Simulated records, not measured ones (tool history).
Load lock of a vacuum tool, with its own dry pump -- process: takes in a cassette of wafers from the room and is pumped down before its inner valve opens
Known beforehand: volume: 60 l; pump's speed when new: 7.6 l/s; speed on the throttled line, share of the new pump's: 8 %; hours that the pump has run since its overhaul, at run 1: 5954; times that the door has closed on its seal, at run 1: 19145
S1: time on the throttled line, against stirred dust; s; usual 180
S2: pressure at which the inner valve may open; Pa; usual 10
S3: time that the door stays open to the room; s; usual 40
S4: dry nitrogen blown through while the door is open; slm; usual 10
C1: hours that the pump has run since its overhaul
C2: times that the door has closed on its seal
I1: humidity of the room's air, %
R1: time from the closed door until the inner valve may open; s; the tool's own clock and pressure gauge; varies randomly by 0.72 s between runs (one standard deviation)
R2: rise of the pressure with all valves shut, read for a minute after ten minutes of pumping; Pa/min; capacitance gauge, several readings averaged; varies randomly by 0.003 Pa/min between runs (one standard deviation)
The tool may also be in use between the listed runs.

run	hour	S1	S2	S3	S4	C1	C2	I1	R1	R2
1	0.0	180	10	40	10	5954	19145	43.3	238.6	0.032
2	296.2	180	10	40	10	6250	20554	49.1	237.9	0.035
3	738.2	180	10	40	10	6692	22658	44.9	237.3	0.025
4	1290.6	180	10	40	10	7245	25287	44.4	238.7	0.025
5	1933.4	180	10	40	8	7887	28346	45.4	238.6	0.029
6	2553.0	180	10	40	8	8507	31295	44.7	237.6	0.033
7	2944.4	180	10	40	8	8898	33157	45.2	238.6	0.027
8	3497.6	180	10	40	8	9452	35790	41.9	238.1	0.028
9	4071.4	180	10	40	8	10025	38521	47.8	238.4	0.030
10	4493.1	180	10	40	8	10447	40528	41.8	238.2	0.025
11	5115.1	180	10	40	8	11069	43488	47.0	237.4	0.025
12	5423.0	180	10	40	8	11377	44954	45.7	238.4	0.032
13	5934.6	134	10	40	10	11889	47388	47.2	195.6	0.028
14	6613.0	180	10	40	10	12567	50617	44.4	238.1	0.024
15	7042.4	180	10	40	10	12996	52661	44.0	237.2	0.026
16	7551.4	180	17	40	10	13505	55083	48.7	233.3	0.035
17	7884.0	180	10	31	10	13838	56666	45.8	238.7	0.026
18	8404.6	124	10	40	18	14359	59144	45.9	187.2	0.020
# hour 8940.6: door's seal changed, seat wiped
19	8940.6	124	10	40	18	14893	0	46.7	187.2	0.029
# hour 9247.3: dry pump taken out, an overhauled one fitted
20	9604.9	138	10	60	18	358	3133	44.7	198.8	0.030
21	10056.7	98	17	60	18	809	5284	45.7	158.4	0.025
22	10765.3	98	17	60	18	1518	8656	46.3	158.5	0.023
23	11329.6	98	17	60	18	2082	11341	46.7	159.2	0.030
24	11700.9	98	17	117	18	2454	13109	47.1	157.9	0.037
25	12285.9	97	17	117	18	3039	15893	41.4	158.2	0.030
26	12821.0	97	17	117	18	3574	18439	43.0	158.5	0.031
27	13329.8	97	17	117	18	4083	20861	46.6	157.4	0.033
28	13666.0	97	17	117	18	4419	22461	45.1	157.1	0.037
29	13967.1	99	10	65	28	4720	23894	44.6	163.9	0.026
30	14434.2	180	10	138	10	5187	26117	47.0	237.6	0.044
31	14757.7	180	10	138	10	5510	27656	44.3	237.6	0.041

Forecast each of these 5 alternatives for the next run:
A	15242.0	180	9	131	13	5995	29961	42.7	?	?
B	15242.0	227	10	55	31	5995	29961	47.2	?	?
C	15242.0	180	10	39	10	5995	29961	43.3	?	?
D	15242.0	180	10	102	10	5995	29961	41.6	?	?
E	15242.0	180	10	97	10	5995	29961	47.0	?	?

run	R1	R2
A	238.6	0.040
B	281.7	0.019
C	238.2	0.029
D	237.6	0.037
E	238.1	0.036
Had the tool no hidden state, the same runs would have come out as:
run	R1	R2
A	238.5	0.040
B	281.7	0.018
C	238.2	0.028
D	237.6	0.037
E	238.1	0.035

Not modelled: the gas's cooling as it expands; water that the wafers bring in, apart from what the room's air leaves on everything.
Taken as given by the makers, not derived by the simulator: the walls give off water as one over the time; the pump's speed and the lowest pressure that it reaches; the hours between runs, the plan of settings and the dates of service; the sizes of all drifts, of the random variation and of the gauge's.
